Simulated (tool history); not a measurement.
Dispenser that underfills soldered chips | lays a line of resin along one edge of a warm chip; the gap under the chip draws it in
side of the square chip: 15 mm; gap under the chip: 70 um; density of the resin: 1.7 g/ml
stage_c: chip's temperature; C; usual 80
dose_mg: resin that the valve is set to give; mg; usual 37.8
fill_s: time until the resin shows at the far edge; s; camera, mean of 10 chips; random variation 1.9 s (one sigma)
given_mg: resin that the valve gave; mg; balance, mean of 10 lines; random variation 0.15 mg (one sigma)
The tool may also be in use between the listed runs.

run,hour,stage_c,dose_mg,fill_s,given_mg
1,0.0,80,37.8,254.1,35.63
2,4.3,80,37.8,306.7,35.42
# hour 6.1: new syringe of resin
3,7.3,80,43.1,194.8,40.57
4,11.1,80,43.1,234.0,40.36
5,16.5,80,35.6,309.9,33.35
# hour 18.8: new syringe of resin
6,20.1,80,48.9,192.9,45.44
7,24.3,80,48.9,231.8,45.48
8,28.4,80,48.9,278.9,45.49
# hour 31.4: new syringe of resin
9,34.3,92,37.8,120.5,35.35
10,37.9,80,37.8,253.2,34.94
11,43.1,80,37.8,317.6,34.79
# hour 44.0: new syringe of resin
12,47.5,80,37.8,221.1,34.74
13,52.1,80,37.8,275.7,34.90
# hour 56.3: new syringe of resin
14,57.0,95,37.8,94.1,34.39
15,62.5,90,37.8,151.0,34.64
16,65.0,78,36.8,315.1,33.34
17,68.0,76,37.5,395.0,34.00
# hour 68.7: new syringe of resin
18,73.1,83,35.2,204.1,31.79
19,76.3,88,43.3,176.1,39.39
20,79.7,79,43.3,323.0,39.33
# hour 81.5: new syringe of resin
21,83.1,78,37.7,230.7,33.95
22,88.5,69,35.6,485.6,31.98
# hour 90.6: dispensing valve cleaned and set on the balance
23,94.1,69,35.6,582.8,35.28
# hour 95.1: new syringe of resin
24,98.7,80,41.2,218.9,40.80

3 ways to go on from here, each from the tool as it stands after run 24. What would each give?
A,101.4,84,32.7,?,?
B,101.4,86,45.9,?,?
C,101.4,66,36.6,?,?

run,fill_s,given_mg
A,216.4,32.36
B,182.0,45.19
C,524.1,36.15
Without the tool's hidden state the same runs would have given:
run,fill_s,given_mg
A,158.5,32.67
B,133.9,45.63
C,383.8,36.50
